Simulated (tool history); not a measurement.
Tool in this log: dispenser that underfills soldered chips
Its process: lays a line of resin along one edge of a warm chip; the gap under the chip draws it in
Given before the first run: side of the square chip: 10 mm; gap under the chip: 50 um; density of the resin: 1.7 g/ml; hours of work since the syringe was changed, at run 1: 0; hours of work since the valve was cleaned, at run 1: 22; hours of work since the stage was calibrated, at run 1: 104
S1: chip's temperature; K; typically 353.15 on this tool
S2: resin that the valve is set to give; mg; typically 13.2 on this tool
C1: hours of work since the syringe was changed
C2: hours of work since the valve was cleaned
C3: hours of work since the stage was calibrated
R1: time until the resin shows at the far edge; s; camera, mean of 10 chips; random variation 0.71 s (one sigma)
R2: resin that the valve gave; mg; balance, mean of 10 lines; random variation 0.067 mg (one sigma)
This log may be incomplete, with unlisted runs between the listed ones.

| run | hour | S1 | S2 | C1 | C2 | C3 | R1 | R2 |
|---|---|---|---|---|---|---|---|---|
| 1 | 0.0 | 353.15 | 13.2 | 0 | 22 | 104 | 67.1 | 13.06 |
| 2 | 9.9 | 353.15 | 13.2 | 7 | 28 | 111 | 98.8 | 13.03 |
|  | 11.2 | new syringe of resin |
| 3 | 17.5 | 358.15 | 13.2 | 4 | 33 | 115 | 69.1 | 13.01 |
|  | 22.8 | new syringe of resin |
| 4 | 27.7 | 353.15 | 13.2 | 3 | 39 | 122 | 79.5 | 12.99 |
|  | 35.2 | new syringe of resin |
| 5 | 35.4 | 353.15 | 13.2 | 0 | 43 | 126 | 67.7 | 12.86 |
| 6 | 45.1 | 353.15 | 13.2 | 6 | 50 | 132 | 96.9 | 12.91 |
|  | 47.0 | new syringe of resin |
| 7 | 51.3 | 353.15 | 13.2 | 3 | 53 | 136 | 77.0 | 12.83 |
| 8 | 57.9 | 364.15 | 13.2 | 7 | 57 | 140 | 63.8 | 12.67 |
|  | 59.4 | new syringe of resin |
| 9 | 64.6 | 364.15 | 13.2 | 3 | 61 | 144 | 51.6 | 12.73 |
| 10 | 70.1 | 353.15 | 13.2 | 7 | 65 | 148 | 101.6 | 12.65 |
|  | 71.6 | new syringe of resin |
| 11 | 81.4 | 353.15 | 11.9 | 6 | 72 | 155 | 102.0 | 11.47 |
|  | 83.4 | new syringe of resin |
| 12 | 92.7 | 353.15 | 11.9 | 6 | 79 | 161 | 99.9 | 11.35 |
|  | 95.5 | new syringe of resin |
| 13 | 103.2 | 366.15 | 13.2 | 5 | 85 | 168 | 54.0 | 12.42 |
|  | 107.9 | new syringe of resin |
| 14 | 116.6 | 366.15 | 13.2 | 5 | 93 | 176 | 55.1 | 12.57 |
|  | 119.6 | new syringe of resin |
| 15 | 129.8 | 366.15 | 13.2 | 6 | 102 | 184 | 59.5 | 12.33 |
|  | 132.1 | new syringe of resin |
|  | 144.0 | new syringe of resin |
| 16 | 144.0 | 366.15 | 13.2 | 0 | 110 | 193 | 40.2 | 12.33 |
| 17 | 153.3 | 366.15 | 13.2 | 6 | 116 | 199 | 58.1 | 12.47 |
|  | 155.7 | new syringe of resin |
| 18 | 159.9 | 366.15 | 13.2 | 3 | 120 | 203 | 47.5 | 12.14 |
| 19 | 165.7 | 347.15 | 11.9 | 6 | 124 | 206 | 138.1 | 11.06 |
|  | 168.2 | new syringe of resin |
| 20 | 175.0 | 347.15 | 11.9 | 4 | 129 | 212 | 117.3 | 10.84 |
|  | 180.4 | new syringe of resin |
| 21 | 184.7 | 338.15 | 13.2 | 3 | 135 | 218 | 161.7 | 12.06 |
|  | 192.6 | new syringe of resin |
| 22 | 192.7 | 365.15 | 15.3 | 0 | 140 | 223 | 41.0 | 13.87 |
|  | 194.9 | dispensing valve cleaned and set on the balance |
| 23 | 203.9 | 365.15 | 15.3 | 6 | 6 | 229 | 62.1 | 15.11 |
|  | 205.7 | new syringe of resin |
|  | 217.5 | new syringe of resin |
| 24 | 218.0 | 365.15 | 15.3 | 0 | 14 | 238 | 42.3 | 15.11 |
| 25 | 227.3 | 348.15 | 15.8 | 6 | 20 | 244 | 124.6 | 15.76 |
|  | 229.5 | new syringe of resin |
| 26 | 233.3 | 348.15 | 15.8 | 2 | 24 | 247 | 97.7 | 15.48 |
|  | 241.8 | new syringe of resin |
| 27 | 246.9 | 346.15 | 14.8 | 3 | 32 | 255 | 113.6 | 14.55 |
|  | 254.3 | new syringe of resin |
| 28 | 258.7 | 367.15 | 14.8 | 3 | 39 | 263 | 45.4 | 14.44 |
|  | 267.0 | new syringe of resin |
| 29 | 268.3 | 353.15 | 13.8 | 1 | 45 | 269 | 72.0 | 13.42 |
|  | 278.7 | new syringe of resin |
| 30 | 280.1 | 353.15 | 12.3 | 1 | 52 | 276 | 73.2 | 11.75 |
|  | 290.9 | new syringe of resin |
| 31 | 290.9 | 359.15 | 15.3 | 0 | 59 | 282 | 51.8 | 14.85 |
|  | 302.7 | new syringe of resin |
| 32 | 304.4 | 346.15 | 13.5 | 1 | 67 | 291 | 102.2 | 12.98 |
|  | 314.6 | new syringe of resin |
| 33 | 314.6 | 366.15 | 15.9 | 0 | 73 | 297 | 40.8 | 15.21 |
| 34 | 323.4 | 344.15 | 12.4 | 6 | 79 | 303 | 153.8 | 11.79 |
|  | 327.2 | new syringe of resin |
| 35 | 330.9 | 344.15 | 12.4 | 2 | 84 | 307 | 122.1 | 11.83 |

Branching from run 35: 3 alternative next runs. What would each branch give?
|  | 339.4 | new syringe of resin |
| A | 344.6 | 351.15 | 15.3 | 3 | 92 | 316 | ? | ? |
|  | 339.4 | new syringe of resin |
| B | 344.6 | 355.15 | 15.7 | 3 | 92 | 316 | ? | ? |
|  | 339.4 | new syringe of resin |
| C | 344.6 | 364.15 | 12.4 | 3 | 92 | 316 | ? | ? |

| run | R1 | R2 |
|---|---|---|
| A | 92.1 | 14.56 |
| B | 77.3 | 14.72 |
| C | 54.4 | 11.76 |
With no hidden state in the tool, these same runs would have given:
| run | R1 | R2 |
|---|---|---|
| A | 69.0 | 15.41 |
| B | 58.1 | 15.59 |
| C | 40.5 | 12.45 |

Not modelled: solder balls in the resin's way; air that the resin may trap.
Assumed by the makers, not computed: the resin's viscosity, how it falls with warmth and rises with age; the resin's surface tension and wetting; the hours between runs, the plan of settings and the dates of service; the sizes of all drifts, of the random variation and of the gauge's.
